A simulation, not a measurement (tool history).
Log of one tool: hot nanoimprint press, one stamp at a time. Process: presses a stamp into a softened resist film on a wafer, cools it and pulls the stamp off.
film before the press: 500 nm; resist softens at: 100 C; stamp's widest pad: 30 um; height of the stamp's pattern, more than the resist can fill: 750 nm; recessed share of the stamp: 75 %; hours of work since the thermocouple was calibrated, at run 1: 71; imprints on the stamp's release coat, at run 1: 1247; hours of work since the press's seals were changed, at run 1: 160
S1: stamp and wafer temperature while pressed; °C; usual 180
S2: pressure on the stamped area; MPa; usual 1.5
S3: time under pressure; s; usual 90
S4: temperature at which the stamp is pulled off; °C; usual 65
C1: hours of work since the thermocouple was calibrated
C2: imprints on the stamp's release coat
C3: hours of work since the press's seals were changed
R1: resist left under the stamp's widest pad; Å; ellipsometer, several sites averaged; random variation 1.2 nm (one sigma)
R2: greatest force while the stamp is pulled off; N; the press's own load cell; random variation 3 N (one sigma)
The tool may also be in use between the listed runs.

Run 1, hour 0: usual settings; C1 71; C2 1247; C3 160. Result: R1 2429 Å, R2 185 N.
Run 2, hour 21.2: usual settings; C1 80; C2 1314; C3 168. Result: R1 2446 Å, R2 181 N.
At hour 46.5: stamp cleaned and given a new release coat.
Run 3, hour 50.4: usual settings but S4 52 °C; C1 89; C2 12; C3 178. Result: R1 2464 Å, R2 197 N.
Run 4, hour 80.4: usual settings but S4 55 °C; C1 101; C2 107; C3 190. Result: R1 2449 Å, R2 193 N.
Run 5, hour 100.6: usual settings; C1 109; C2 170; C3 198. Result: R1 2450 Å, R2 150 N.
Run 6, hour 118.8: usual settings but S4 64 °C; C1 117; C2 228; C3 205. Result: R1 2456 Å, R2 148 N.
Run 7, hour 135.8: usual settings but S3 71 s; C1 124; C2 281; C3 212. Result: R1 2674 Å, R2 156 N.
Run 8, hour 153.9: usual settings but S1 181 °C; C1 131; C2 338; C3 219. Result: R1 2394 Å, R2 155 N.
Run 9, hour 185.9: usual settings; C1 144; C2 439; C3 232. Result: R1 2471 Å, R2 162 N.
Run 10, hour 215.3: usual settings; C1 156; C2 532; C3 244. Result: R1 2460 Å, R2 162 N.
Run 11, hour 235.1: usual settings; C1 164; C2 594; C3 252. Result: R1 2466 Å, R2 166 N.
Run 12, hour 264.5: usual settings; C1 176; C2 687; C3 264. Result: R1 2495 Å, R2 164 N.
Run 13, hour 288.6: usual settings; C1 185; C2 763; C3 274. Result: R1 2474 Å, R2 165 N.
Run 14, hour 315.2: usual settings; C1 196; C2 847; C3 284. Result: R1 2510 Å, R2 175 N.
Run 15, hour 334.4: usual settings; C1 204; C2 907; C3 292. Result: R1 2462 Å, R2 167 N.
Run 16, hour 360.7: usual settings but S2 2.31 MPa; C1 214; C2 990; C3 303. Result: R1 2068 Å, R2 170 N.
Run 17, hour 375: usual settings but S1 191 °C, S4 70 °C; C1 220; C2 1035; C3 308. Result: R1 1755 Å, R2 148 N.
Run 18, hour 398.6: usual settings but S1 187 °C, S2 1.42 MPa, S3 114 s, S4 69 °C; C1 230; C2 1109; C3 318. Result: R1 1865 Å, R2 161 N.
Run 19, hour 423.7: usual settings but S1 187 °C, S2 1.42 MPa, S3 114 s, S4 69 °C; C1 240; C2 1188; C3 328. Result: R1 1866 Å, R2 161 N.
Run 20, hour 444.9: usual settings but S2 1.17 MPa; C1 248; C2 1255; C3 337. Result: R1 2785 Å, R2 191 N.
At hour 449.8: plate thermocouple calibrated.
Run 21, hour 476.3: usual settings but S3 135 s; C1 11; C2 1344; C3 348. Result: R1 2173 Å, R2 190 N.
At hour 491.5: stamp cleaned and given a new release coat.
Run 22, hour 511.3: usual settings but S3 135 s; C1 22; C2 62; C3 360. Result: R1 2189 Å, R2 151 N.
Run 23, hour 526.2: usual settings; C1 28; C2 109; C3 366. Result: R1 2558 Å, R2 155 N.
Run 24, hour 542.5: usual settings but S1 179 °C, S3 88 s; C1 35; C2 160; C3 372. Result: R1 2662 Å, R2 155 N.
Run 25, hour 559.7: usual settings but S2 1.52 MPa, S3 48 s; C1 42; C2 214; C3 379. Result: R1 3077 Å, R2 151 N.
At hour 569.6: plate thermocouple calibrated, once more.
Run 26, hour 580.5: usual settings but S2 1.52 MPa, S3 48 s; C1 4; C2 270; C3 386. Result: R1 2973 Å, R2 147 N.
Run 27, hour 606: usual settings but S2 1.52 MPa, S3 48 s; C1 15; C2 351; C3 397. Result: R1 2976 Å, R2 153 N.
Run 28, hour 634.3: usual settings but S2 1.52 MPa, S3 48 s; C1 26; C2 440; C3 408. Result: R1 2987 Å, R2 157 N.
Run 29, hour 662.8: usual settings but S2 1.52 MPa, S3 48 s; C1 38; C2 530; C3 420. Result: R1 3006 Å, R2 161 N.
Run 30, hour 694.7: usual settings but S2 1.52 MPa, S3 48 s; C1 50; C2 630; C3 433. Result: R1 3010 Å, R2 163 N.

Forecast each of these 3 alternatives for the next run:
Run A, hour 723.2: usual settings but S2 0.93 MPa, S3 48 s; C1 62; C2 720; C3 444. Result: R1 ?, R2 ?.
Run B, hour 723.2: usual settings but S1 177 °C; C1 62; C2 720; C3 444. Result: R1 ?, R2 ?.
Run C, hour 723.2: usual settings but S1 191 °C, S2 1.49 MPa, S4 67 °C; C1 62; C2 720; C3 444. Result: R1 ?, R2 ?.

run    R1   R2
  A  3520  166
  B  2689  168
  C  1708  149
Without the tool's hidden state the same runs would have given:
run    R1   R2
  A  3493  144
  B  2649  146
  C  1680  129

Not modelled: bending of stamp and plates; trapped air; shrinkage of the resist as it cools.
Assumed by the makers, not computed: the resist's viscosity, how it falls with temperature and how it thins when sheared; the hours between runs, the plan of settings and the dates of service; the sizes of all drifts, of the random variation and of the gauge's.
